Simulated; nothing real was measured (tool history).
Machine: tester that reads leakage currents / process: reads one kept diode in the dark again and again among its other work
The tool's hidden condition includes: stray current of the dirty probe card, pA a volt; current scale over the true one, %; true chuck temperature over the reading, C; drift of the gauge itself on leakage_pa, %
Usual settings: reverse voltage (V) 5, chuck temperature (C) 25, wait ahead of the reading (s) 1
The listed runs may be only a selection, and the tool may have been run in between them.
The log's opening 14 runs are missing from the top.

run,hour,reverse voltage (V),chuck temperature (C),wait ahead of the reading (s),hours of work since the probe card was cleaned,hours of work since the tester was calibrated,hours of work since the chuck was calibrated,current that the tester gives (pA)
15,2627.9,5,25,1,2300,454,432,37.05
# hour 2763.9: tester calibrated, once more
16,2802.6,5,25,6.01,2392,21,524,38.14
17,2958.2,1.55,25,1,2475,103,607,18.09
# hour 2982.7: chuck's temperature calibrated
18,3182,1.55,25,1,2593,221,106,16.55
19,3294.7,5,25,0.4,2653,281,166,38
20,3438.7,5,25,0.4,2729,358,243,38.93
21,3686.8,5,25,0.4,2861,490,374,40.64
22,3899.8,5,23,1.97,2975,603,488,35.71
23,4088.5,5,23,1.97,3075,703,588,36.71
# hour 4150.5: chuck's temperature calibrated
24,4341.9,5.09,51,1.97,3209,837,102,205.44
25,4612.1,15.33,26,3.35,3352,981,246,91.56
26,4748,2.03,25,3.18,3425,1053,318,21.1
# hour 4883.9: probe card cleaned and baked
27,4965,13.98,27,1.82,43,1167,432,65.92
28,5164,13.98,27,1.82,149,1273,537,68.96
# hour 5322.6: chuck's temperature calibrated
29,5380.9,13.98,27,1.82,263,1387,31,62.01
30,5532,13.98,27,1.82,344,1468,111,63.93
31,5670.7,5,41,5.97,417,1541,185,99.31
32,5905.2,11.93,59,6.33,542,1666,310,600.05
33,6135.5,11.93,59,6.33,665,1789,432,617.24
34,6385.8,11.93,59,6.33,798,1922,565,635.42
# hour 6493: chuck's temperature calibrated
35,6529.1,11.93,59,6.33,873,1997,19,561.7
36,6722,11.93,59,6.33,975,2099,122,575.74
37,6867.4,11.93,59,6.33,1053,2177,199,581.69
38,7060.7,5,45,0.56,1156,2280,302,139.34

Alternative continuations, all from the tool just after run 38; predict every row:
A,7290.3,3.71,23,4.85,1278,2402,424,?
B,7290.3,5,49,5.61,1278,2402,424,?
C,7290.3,5,23,1.99,1278,2402,424,?

run,current that the tester gives (pA)
A,24.26
B,187.89
C,29.56
What these runs would have given with no unlogged condition in the tool:
run,current that the tester gives (pA)
A,18.86
B,166.01
C,22.71
